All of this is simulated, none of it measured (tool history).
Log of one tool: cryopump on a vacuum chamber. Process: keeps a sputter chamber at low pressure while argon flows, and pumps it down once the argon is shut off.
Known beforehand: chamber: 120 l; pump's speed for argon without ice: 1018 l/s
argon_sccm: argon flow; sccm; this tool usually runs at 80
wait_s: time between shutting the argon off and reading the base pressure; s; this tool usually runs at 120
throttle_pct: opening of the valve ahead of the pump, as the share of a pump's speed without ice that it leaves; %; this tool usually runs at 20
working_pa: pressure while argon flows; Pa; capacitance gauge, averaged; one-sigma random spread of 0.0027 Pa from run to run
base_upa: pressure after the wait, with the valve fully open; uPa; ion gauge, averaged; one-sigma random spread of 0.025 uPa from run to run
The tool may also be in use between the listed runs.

run 1 hour=0 | argon_sccm=80 wait_s=120 throttle_pct=20 | working_pa=0.6688 base_upa=4.2
run 2 hour=110.9 | argon_sccm=80 wait_s=102 throttle_pct=20 | working_pa=0.6804 base_upa=4.74
run 3 hour=176.5 | argon_sccm=80 wait_s=102 throttle_pct=20 | working_pa=0.6904 base_upa=5.28
-- hour=211.1 leaking fittings of the chamber tightened, without venting
run 4 hour=300.3 | argon_sccm=80 wait_s=102 throttle_pct=20 | working_pa=0.6993 base_upa=1.63
run 5 hour=395.9 | argon_sccm=80 wait_s=102 throttle_pct=20 | working_pa=0.7135 base_upa=2
-- hour=473.1 pump warmed up, emptied and cooled again
run 6 hour=513.7 | argon_sccm=80 wait_s=120 throttle_pct=59 | working_pa=0.2307 base_upa=1.88
run 7 hour=586 | argon_sccm=80 wait_s=120 throttle_pct=59 | working_pa=0.2398 base_upa=2.27
run 8 hour=698.7 | argon_sccm=80 wait_s=120 throttle_pct=59 | working_pa=0.2518 base_upa=2.66
run 9 hour=759.8 | argon_sccm=80 wait_s=39 throttle_pct=20 | working_pa=0.6953 base_upa=4.46
run 10 hour=869.4 | argon_sccm=80 wait_s=39 throttle_pct=20 | working_pa=0.7111 base_upa=5.02
run 11 hour=937.6 | argon_sccm=80 wait_s=39 throttle_pct=20 | working_pa=0.7192 base_upa=5.48
-- hour=976.9 pump warmed up, emptied and cooled again
run 12 hour=1007.5 | argon_sccm=80 wait_s=120 throttle_pct=20 | working_pa=0.6738 base_upa=3.24
run 13 hour=1118.4 | argon_sccm=80 wait_s=120 throttle_pct=20 | working_pa=0.6815 base_upa=3.84
run 14 hour=1237.9 | argon_sccm=80 wait_s=120 throttle_pct=20 | working_pa=0.6923 base_upa=4.37
run 15 hour=1355.6 | argon_sccm=80 wait_s=92 throttle_pct=20 | working_pa=0.7122 base_upa=5.45
run 16 hour=1406.4 | argon_sccm=80 wait_s=92 throttle_pct=20 | working_pa=0.7165 base_upa=5.58
run 17 hour=1463.6 | argon_sccm=136 wait_s=39 throttle_pct=57 | working_pa=0.494 base_upa=7.61
-- hour=1479 pump warmed up, emptied and cooled again
run 18 hour=1530.2 | argon_sccm=79 wait_s=33 throttle_pct=58 | working_pa=0.2341 base_upa=6.52
-- hour=1618.9 leaking fittings of the chamber tightened, without venting
run 19 hour=1622 | argon_sccm=43 wait_s=33 throttle_pct=58 | working_pa=0.1328 base_upa=2.94
run 20 hour=1706.2 | argon_sccm=118 wait_s=282 throttle_pct=44 | working_pa=0.4802 base_upa=0.99
run 21 hour=1813.4 | argon_sccm=33 wait_s=135 throttle_pct=17 | working_pa=0.338 base_upa=1.76
run 22 hour=1933.6 | argon_sccm=33 wait_s=135 throttle_pct=17 | working_pa=0.3463 base_upa=2.25
-- hour=1986.1 pump warmed up, emptied and cooled again
run 23 hour=2017 | argon_sccm=33 wait_s=135 throttle_pct=17 | working_pa=0.3267 base_upa=2.11
run 24 hour=2099.2 | argon_sccm=33 wait_s=135 throttle_pct=17 | working_pa=0.3291 base_upa=2.42
run 25 hour=2209.6 | argon_sccm=33 wait_s=135 throttle_pct=17 | working_pa=0.3325 base_upa=2.94
run 26 hour=2330.7 | argon_sccm=80 wait_s=26 throttle_pct=17 | working_pa=0.8227 base_upa=6.18
run 27 hour=2419 | argon_sccm=101 wait_s=27 throttle_pct=39 | working_pa=0.5002 base_upa=6.7
-- hour=2492.9 pump warmed up, emptied and cooled again
run 28 hour=2544.5 | argon_sccm=101 wait_s=27 throttle_pct=39 | working_pa=0.4423 base_upa=6.16
run 29 hour=2639 | argon_sccm=35 wait_s=120 throttle_pct=20 | working_pa=0.2984 base_upa=4.06
run 30 hour=2698.2 | argon_sccm=35 wait_s=120 throttle_pct=20 | working_pa=0.3003 base_upa=4.41
run 31 hour=2807.9 | argon_sccm=80 wait_s=120 throttle_pct=36 | working_pa=0.4078 base_upa=5.08
run 32 hour=2897.1 | argon_sccm=80 wait_s=120 throttle_pct=36 | working_pa=0.4164 base_upa=5.83

5 ways to go on from here, each from the tool as it stands after run 32. What would each give?
run A hour=2950.4 | argon_sccm=80 wait_s=36 throttle_pct=36 | working_pa=? base_upa=?
run B hour=2950.4 | argon_sccm=80 wait_s=120 throttle_pct=27 | working_pa=? base_upa=?
run C hour=2950.4 | argon_sccm=38 wait_s=28 throttle_pct=19 | working_pa=? base_upa=?
run D hour=2950.4 | argon_sccm=138 wait_s=248 throttle_pct=28 | working_pa=? base_upa=?
run E hour=2950.4 | argon_sccm=80 wait_s=120 throttle_pct=24 | working_pa=? base_upa=?

run=A working_pa=0.4291 base_upa=8.1
run=B working_pa=0.5511 base_upa=6.16
run=C working_pa=0.3581 base_upa=8.63
run=D working_pa=0.9209 base_upa=5.84
run=E working_pa=0.6108 base_upa=6.17
Without the tool's unlogged condition, the same runs would have read:
run=A working_pa=0.3706 base_upa=2.74
run=B working_pa=0.4928 base_upa=1.01
run=C working_pa=0.3306 base_upa=3.37
run=D working_pa=0.8202 base_upa=0.64
run=E working_pa=0.5526 base_upa=1

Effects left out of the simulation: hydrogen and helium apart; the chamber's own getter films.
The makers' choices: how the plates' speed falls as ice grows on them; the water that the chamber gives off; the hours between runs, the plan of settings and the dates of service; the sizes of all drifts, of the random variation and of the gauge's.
